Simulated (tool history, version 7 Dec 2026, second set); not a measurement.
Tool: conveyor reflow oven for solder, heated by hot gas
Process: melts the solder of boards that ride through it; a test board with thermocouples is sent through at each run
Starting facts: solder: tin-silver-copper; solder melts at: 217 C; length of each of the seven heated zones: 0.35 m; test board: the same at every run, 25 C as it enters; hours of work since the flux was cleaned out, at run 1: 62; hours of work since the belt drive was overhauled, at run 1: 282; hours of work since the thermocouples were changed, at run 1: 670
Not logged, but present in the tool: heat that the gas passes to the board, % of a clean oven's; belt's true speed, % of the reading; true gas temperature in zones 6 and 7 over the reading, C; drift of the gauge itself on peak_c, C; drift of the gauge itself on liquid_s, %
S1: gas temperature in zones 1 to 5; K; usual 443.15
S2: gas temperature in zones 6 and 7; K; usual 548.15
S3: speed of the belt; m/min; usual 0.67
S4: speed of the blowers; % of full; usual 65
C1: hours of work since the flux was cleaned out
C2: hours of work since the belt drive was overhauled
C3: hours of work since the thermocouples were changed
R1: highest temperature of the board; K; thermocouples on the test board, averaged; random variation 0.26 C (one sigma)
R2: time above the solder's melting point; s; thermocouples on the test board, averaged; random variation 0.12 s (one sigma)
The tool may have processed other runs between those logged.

{"run": 1, "hour": 0.0, "S1": 443.15, "S2": 548.15, "S3": 0.67, "S4": 65, "C1": 62, "C2": 282, "C3": 670, "R1": 530.75, "R2": 49.4}
{"run": 2, "hour": 16.5, "S1": 443.15, "S2": 548.15, "S3": 0.67, "S4": 65, "C1": 71, "C2": 291, "C3": 680, "R1": 530.65, "R2": 49.5}
{"run": 3, "hour": 33.9, "S1": 443.15, "S2": 548.15, "S3": 0.67, "S4": 65, "C1": 82, "C2": 302, "C3": 690, "R1": 531.15, "R2": 49.7}
{"run": 4, "hour": 47.1, "S1": 443.15, "S2": 548.15, "S3": 0.67, "S4": 65, "C1": 90, "C2": 309, "C3": 698, "R1": 530.85, "R2": 49.3}
{"run": 5, "hour": 60.4, "S1": 443.15, "S2": 548.15, "S3": 0.67, "S4": 65, "C1": 97, "C2": 317, "C3": 706, "R1": 530.95, "R2": 49.4}
{"run": 6, "hour": 85.1, "S1": 443.15, "S2": 548.15, "S3": 0.67, "S4": 65, "C1": 112, "C2": 332, "C3": 721, "R1": 530.75, "R2": 49.5}
{"run": 7, "hour": 110.2, "S1": 443.15, "S2": 548.15, "S3": 0.712, "S4": 65, "C1": 127, "C2": 347, "C3": 736, "R1": 528.85, "R2": 45}
{"run": 8, "hour": 126.7, "S1": 443.15, "S2": 548.15, "S3": 0.712, "S4": 65, "C1": 137, "C2": 357, "C3": 745, "R1": 528.35, "R2": 44.9}
{"run": 9, "hour": 144.8, "S1": 443.15, "S2": 548.15, "S3": 0.712, "S4": 65, "C1": 147, "C2": 367, "C3": 756, "R1": 528.35, "R2": 45.2}
{"run": 10, "hour": 159.0, "S1": 443.15, "S2": 548.15, "S3": 0.712, "S4": 65, "C1": 156, "C2": 376, "C3": 764, "R1": 528.55, "R2": 45}
{"run": 11, "hour": 181.7, "S1": 442.15, "S2": 548.15, "S3": 0.67, "S4": 65, "C1": 169, "C2": 389, "C3": 778, "R1": 530.05, "R2": 48.9}
{"run": 12, "hour": 205.8, "S1": 443.15, "S2": 548.15, "S3": 0.67, "S4": 65, "C1": 184, "C2": 403, "C3": 792, "R1": 529.85, "R2": 49.2}
{"run": 13, "hour": 220.5, "S1": 443.15, "S2": 548.15, "S3": 0.67, "S4": 65, "C1": 192, "C2": 412, "C3": 801, "R1": 530.35, "R2": 49.1}
{"run": 14, "hour": 234.4, "S1": 443.15, "S2": 548.15, "S3": 0.67, "S4": 65, "C1": 200, "C2": 420, "C3": 809, "R1": 530.35, "R2": 49}
{"run": 15, "hour": 257.6, "S1": 443.15, "S2": 548.15, "S3": 0.67, "S4": 65, "C1": 214, "C2": 434, "C3": 823, "R1": 529.95, "R2": 49.1}
{"run": 16, "hour": 277.0, "S1": 443.15, "S2": 548.15, "S3": 0.559, "S4": 65, "C1": 226, "C2": 446, "C3": 834, "R1": 534.55, "R2": 62.8}
{"run": 17, "hour": 299.6, "S1": 443.15, "S2": 548.15, "S3": 0.562, "S4": 58, "C1": 239, "C2": 459, "C3": 848, "R1": 533.85, "R2": 61.8}
{"hour": 326.9, "done": "flux residue cleaned out of gas plates and filters"}
{"run": 18, "hour": 331.0, "S1": 458.15, "S2": 545.15, "S3": 0.785, "S4": 86, "C1": 2, "C2": 475, "C3": 863, "R1": 528.05, "R2": 44.8}
{"run": 19, "hour": 355.7, "S1": 443.15, "S2": 557.15, "S3": 0.785, "S4": 56, "C1": 17, "C2": 489, "C3": 878, "R1": 531.55, "R2": 41.6}
{"run": 20, "hour": 373.5, "S1": 429.15, "S2": 557.15, "S3": 0.779, "S4": 77, "C1": 28, "C2": 500, "C3": 889, "R1": 532.75, "R2": 40.1}
{"run": 21, "hour": 392.8, "S1": 435.15, "S2": 548.15, "S3": 0.633, "S4": 65, "C1": 39, "C2": 511, "C3": 900, "R1": 531.15, "R2": 51.1}
{"run": 22, "hour": 405.3, "S1": 435.15, "S2": 548.15, "S3": 0.633, "S4": 65, "C1": 46, "C2": 519, "C3": 907, "R1": 531.25, "R2": 51}
{"run": 23, "hour": 430.3, "S1": 435.15, "S2": 548.15, "S3": 0.633, "S4": 65, "C1": 61, "C2": 533, "C3": 922, "R1": 530.95, "R2": 51}
{"run": 24, "hour": 453.0, "S1": 453.15, "S2": 563.15, "S3": 0.545, "S4": 87, "C1": 75, "C2": 547, "C3": 936, "R1": 552.45, "R2": 74.8}
{"run": 25, "hour": 481.0, "S1": 439.15, "S2": 560.15, "S3": 0.67, "S4": 55, "C1": 91, "C2": 564, "C3": 952, "R1": 538.75, "R2": 52.2}
{"run": 26, "hour": 502.1, "S1": 439.15, "S2": 560.15, "S3": 0.67, "S4": 55, "C1": 104, "C2": 576, "C3": 965, "R1": 538.65, "R2": 52.1}
{"run": 27, "hour": 530.2, "S1": 439.15, "S2": 560.15, "S3": 0.67, "S4": 55, "C1": 120, "C2": 593, "C3": 981, "R1": 538.15, "R2": 52.3}

Run 28, settings as shown, results not yet in. Your forecast:
{"run": 28, "hour": 542.5, "S1": 450.15, "S2": 542.15, "S3": 0.637, "S4": 83, "C1": 128, "C2": 600, "C3": 989, "R1": "?", "R2": "?"}

R1: 528.65 K
R2: 54.1 s
Were there no unlogged condition in the tool, this run, its random variation unchanged, would have produced R1 532.45 K, R2 55.1 s.

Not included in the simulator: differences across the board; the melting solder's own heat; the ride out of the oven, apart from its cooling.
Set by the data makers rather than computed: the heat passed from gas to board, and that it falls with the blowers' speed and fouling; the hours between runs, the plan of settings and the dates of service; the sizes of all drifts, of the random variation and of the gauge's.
